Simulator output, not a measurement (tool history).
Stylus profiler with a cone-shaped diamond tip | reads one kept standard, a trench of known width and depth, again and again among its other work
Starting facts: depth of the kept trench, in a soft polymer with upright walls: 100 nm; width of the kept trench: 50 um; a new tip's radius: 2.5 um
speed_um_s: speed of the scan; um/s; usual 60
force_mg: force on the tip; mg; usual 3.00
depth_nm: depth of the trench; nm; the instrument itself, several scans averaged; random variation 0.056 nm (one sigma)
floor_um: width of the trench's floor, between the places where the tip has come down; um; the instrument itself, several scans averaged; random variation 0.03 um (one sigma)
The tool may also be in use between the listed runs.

{"run": 1, "day": 0.0, "speed_um_s": 60, "force_mg": 3.0, "depth_nm": 101.3, "floor_um": 47.88}
{"run": 2, "day": 2.721, "speed_um_s": 60, "force_mg": 2.1, "depth_nm": 101.08, "floor_um": 47.76}
{"run": 3, "day": 4.533, "speed_um_s": 60, "force_mg": 3.0, "depth_nm": 101.25, "floor_um": 47.84}
{"run": 4, "day": 6.921, "speed_um_s": 60, "force_mg": 3.0, "depth_nm": 101.27, "floor_um": 47.79}
{"run": 5, "day": 9.504, "speed_um_s": 60, "force_mg": 3.0, "depth_nm": 101.37, "floor_um": 47.7}
{"run": 6, "day": 11.042, "speed_um_s": 79, "force_mg": 3.0, "depth_nm": 101.36, "floor_um": 47.72}
{"run": 7, "day": 13.375, "speed_um_s": 79, "force_mg": 3.0, "depth_nm": 101.37, "floor_um": 47.7}
{"run": 8, "day": 15.617, "speed_um_s": 79, "force_mg": 3.0, "depth_nm": 101.28, "floor_um": 47.68}
{"run": 9, "day": 18.35, "speed_um_s": 60, "force_mg": 3.0, "depth_nm": 101.45, "floor_um": 47.77}
{"run": 10, "day": 21.167, "speed_um_s": 60, "force_mg": 3.95, "depth_nm": 101.62, "floor_um": 47.73}
{"run": 11, "day": 24.008, "speed_um_s": 64, "force_mg": 3.0, "depth_nm": 101.36, "floor_um": 47.71}
{"run": 12, "day": 25.612, "speed_um_s": 64, "force_mg": 3.0, "depth_nm": 101.36, "floor_um": 47.67}
{"run": 13, "day": 27.358, "speed_um_s": 203, "force_mg": 1.32, "depth_nm": 101.01, "floor_um": 46.89}
{"run": 14, "day": 30.496, "speed_um_s": 124, "force_mg": 1.78, "depth_nm": 101.15, "floor_um": 47.31}
{"day": 30.792, "done": "height scale calibrated on a step standard"}
{"run": 15, "day": 32.667, "speed_um_s": 124, "force_mg": 1.78, "depth_nm": 101.34, "floor_um": 47.33}
{"run": 16, "day": 34.771, "speed_um_s": 124, "force_mg": 1.78, "depth_nm": 101.4, "floor_um": 47.34}
{"run": 17, "day": 36.575, "speed_um_s": 33, "force_mg": 7.44, "depth_nm": 102.51, "floor_um": 47.81}
{"run": 18, "day": 39.112, "speed_um_s": 33, "force_mg": 7.44, "depth_nm": 102.6, "floor_um": 47.81}
{"day": 42.417, "done": "height scale calibrated on a step standard, once more"}
{"run": 19, "day": 42.538, "speed_um_s": 33, "force_mg": 7.44, "depth_nm": 101.81, "floor_um": 47.75}
{"run": 20, "day": 44.033, "speed_um_s": 20, "force_mg": 2.5, "depth_nm": 100.89, "floor_um": 47.73}
{"run": 21, "day": 47.479, "speed_um_s": 16, "force_mg": 5.06, "depth_nm": 101.41, "floor_um": 47.87}

Consider 3 possible next runs. They are alternatives, not a sequence: every one starts from the tool as it was left by run 21. What does each give?
{"run": "A", "day": 49.142, "speed_um_s": 99, "force_mg": 1.68, "depth_nm": "?", "floor_um": "?"}
{"run": "B", "day": 49.142, "speed_um_s": 16, "force_mg": 1.58, "depth_nm": "?", "floor_um": "?"}
{"run": "C", "day": 49.142, "speed_um_s": 31, "force_mg": 5.06, "depth_nm": "?", "floor_um": "?"}

run=A depth_nm=100.73 floor_um=47.35
run=B depth_nm=100.63 floor_um=47.74
run=C depth_nm=101.41 floor_um=47.71
What these runs would have given with no unlogged condition in the tool:
run=A depth_nm=100.70 floor_um=48.14
run=B depth_nm=100.60 floor_um=48.53
run=C depth_nm=101.39 floor_um=48.49
